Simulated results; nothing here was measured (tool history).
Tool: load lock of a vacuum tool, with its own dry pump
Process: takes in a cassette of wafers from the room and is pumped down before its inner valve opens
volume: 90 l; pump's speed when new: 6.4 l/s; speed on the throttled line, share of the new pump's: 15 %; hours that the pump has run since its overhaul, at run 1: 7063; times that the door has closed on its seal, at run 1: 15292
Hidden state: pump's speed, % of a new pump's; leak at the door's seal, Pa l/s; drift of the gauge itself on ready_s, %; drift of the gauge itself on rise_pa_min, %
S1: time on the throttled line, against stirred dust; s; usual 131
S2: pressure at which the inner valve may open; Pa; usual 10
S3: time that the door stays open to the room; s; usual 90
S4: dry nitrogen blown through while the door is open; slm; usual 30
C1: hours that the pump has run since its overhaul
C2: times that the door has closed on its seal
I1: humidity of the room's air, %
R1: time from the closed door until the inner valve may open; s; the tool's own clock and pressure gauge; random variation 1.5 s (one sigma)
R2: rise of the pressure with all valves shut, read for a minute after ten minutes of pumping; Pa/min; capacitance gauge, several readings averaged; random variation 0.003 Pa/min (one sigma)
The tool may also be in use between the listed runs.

run 1 hour=0.0 | S1=131 S2=10 S3=90 S4=30 | C1=7063 C2=15292 | I1=46.1 | R1=252.4 R2=0.042
run 2 hour=108.4 | S1=131 S2=10 S3=90 S4=30 | C1=7171 C2=15640 | I1=45.0 | R1=251.9 R2=0.044
run 3 hour=247.3 | S1=131 S2=10 S3=90 S4=7 | C1=7310 C2=16087 | I1=41.7 | R1=252.4 R2=0.050
run 4 hour=450.6 | S1=131 S2=10 S3=90 S4=7 | C1=7513 C2=16741 | I1=45.7 | R1=250.0 R2=0.054
run 5 hour=588.6 | S1=68 S2=10 S3=90 S4=30 | C1=7651 C2=17184 | I1=45.1 | R1=198.6 R2=0.042
run 6 hour=759.5 | S1=68 S2=10 S3=90 S4=30 | C1=7822 C2=17734 | I1=45.9 | R1=198.8 R2=0.051
run 7 hour=861.7 | S1=68 S2=10 S3=90 S4=30 | C1=7925 C2=18062 | I1=47.9 | R1=201.0 R2=0.049
run 8 hour=1044.2 | S1=160 S2=17 S3=31 S4=6 | C1=8107 C2=18649 | I1=41.4 | R1=269.5 R2=0.047
run 9 hour=1136.3 | S1=92 S2=10 S3=90 S4=6 | C1=8199 C2=18945 | I1=44.7 | R1=220.0 R2=0.063
run 10 hour=1332.5 | S1=92 S2=10 S3=90 S4=6 | C1=8395 C2=19576 | I1=43.2 | R1=221.1 R2=0.062
run 11 hour=1480.5 | S1=92 S2=10 S3=27 S4=18 | C1=8543 C2=20052 | I1=47.6 | R1=223.6 R2=0.049
run 12 hour=1682.6 | S1=244 S2=10 S3=149 S4=36 | C1=8745 C2=20702 | I1=42.8 | R1=349.2 R2=0.057
run 13 hour=1816.4 | S1=244 S2=10 S3=149 S4=36 | C1=8879 C2=21132 | I1=43.3 | R1=351.9 R2=0.060
run 14 hour=1935.4 | S1=131 S2=13 S3=90 S4=30 | C1=8998 C2=21515 | I1=45.2 | R1=250.9 R2=0.052

5 ways to go on from here, each from the tool as it stands after run 14. What would each give?
run A hour=2031.4 | S1=67 S2=12 S3=31 S4=30 | C1=9094 C2=21823 | I1=43.3 | R1=? R2=?
run B hour=2031.4 | S1=163 S2=10 S3=90 S4=30 | C1=9094 C2=21823 | I1=44.7 | R1=? R2=?
run C hour=2031.4 | S1=131 S2=18 S3=185 S4=5 | C1=9094 C2=21823 | I1=48.1 | R1=? R2=?
run D hour=2031.4 | S1=77 S2=20 S3=90 S4=30 | C1=9094 C2=21823 | I1=46.6 | R1=? R2=?
run E hour=2031.4 | S1=116 S2=15 S3=90 S4=14 | C1=9094 C2=21823 | I1=39.6 | R1=? R2=?

run=A R1=197.7 R2=0.049
run=B R1=284.3 R2=0.055
run=C R1=246.2 R2=0.083
run=D R1=200.3 R2=0.061
run=E R1=237.6 R2=0.062
Without the tool's hidden state the same runs would have given:
run=A R1=184.0 R2=0.010
run=B R1=271.8 R2=0.016
run=C R1=234.2 R2=0.043
run=D R1=187.3 R2=0.021
run=E R1=225.1 R2=0.022
